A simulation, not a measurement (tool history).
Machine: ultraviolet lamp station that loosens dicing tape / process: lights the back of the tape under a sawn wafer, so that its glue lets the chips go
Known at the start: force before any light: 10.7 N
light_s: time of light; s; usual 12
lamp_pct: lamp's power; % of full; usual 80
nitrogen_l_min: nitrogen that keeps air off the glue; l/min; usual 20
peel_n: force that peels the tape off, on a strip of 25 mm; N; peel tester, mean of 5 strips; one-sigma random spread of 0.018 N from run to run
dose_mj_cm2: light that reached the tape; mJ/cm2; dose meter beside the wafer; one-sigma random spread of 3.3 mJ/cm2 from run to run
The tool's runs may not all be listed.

run    hour  light_s  lamp_pct  nitrogen_l_min  peel_n  dose_mj_cm2
  1       0       12        80              20   1.237          457
  2    21.6       12        80              20   1.259          453
  3      52       12        94              20   0.883          523
  4    84.8       12        94              20   0.899          523
  5   101.1       12        95              20    0.89          523
  6   117.2       12        95              20    0.94          518
  7   134.8       12        80               6   3.044          435
  8   150.7       12        80               6    3.08          434
  9   185.3       12        80               6   3.175          426
 10   200.5       12        80               6   3.175          421
 11   222.5       12        80               6   3.118          422
 12     246       17        80              20   0.623          598
 13   277.2       17        80              29   0.463          591
 14   307.2       17        80              29   0.464          584
 15   325.4       12        65              20   2.174          340
 16   360.8       12        65              20   2.255          327
 17   396.1       12        80              21   1.561          401
 18     417       12        80              20   1.623          400
 19   446.5       12        80              20    1.65          396
      481.1  -- window cleaned of glue's vapour
 20   481.6       12        80              20   1.285          444
 21   511.4       12        80              21   1.276          439
 22   534.6       12        80              20   1.318          430
 23   549.7       12        80              20   1.442          427
 24   568.7        9        80              20   2.372          324
 25   600.1        9        80              20   2.331          323
 26     628        9        80              20   2.366          316
 27   653.2        9        80              20   2.402          313
 28   677.8        9        80              20   2.335          311
 29   702.9        7        80              17   3.581          249
 30   739.3        7        80              17   3.753          238
 31   764.7        6        84              11   4.983          207
 32   789.6        7        74              26   3.467          220
 33   823.9        7        74              26   3.491          216
 34     852       13        98              30   0.621          528
 35   872.8       13        98              30   0.613          519
 36   901.8       13        81               7   2.922          424
 37   932.6       24        71               7   1.379          683
 38   954.1       24        71               7   1.341          677
 39   968.8       22        95              28   0.172          818
 40   991.7       22        95               9   0.672          824
 41  1016.5        7        76              22   3.795          205
 42  1042.9       10        83              22   2.284          323
 43  1079.3       11        83              17    2.31          351

Forecast each of these 3 alternatives for the next run:
  A  1096.1       12        60              20       ?            ?
  B  1096.1        7        80              20       ?            ?
  C  1096.1        6        92              20       ?            ?

run  peel_n  dose_mj_cm2
  A   2.863          273
  B   3.926          212
  C   3.967          206
Without the tool's hidden state the same runs would have given:
run  peel_n  dose_mj_cm2
  A   1.581          399
  B   2.462          310
  C   2.506          302
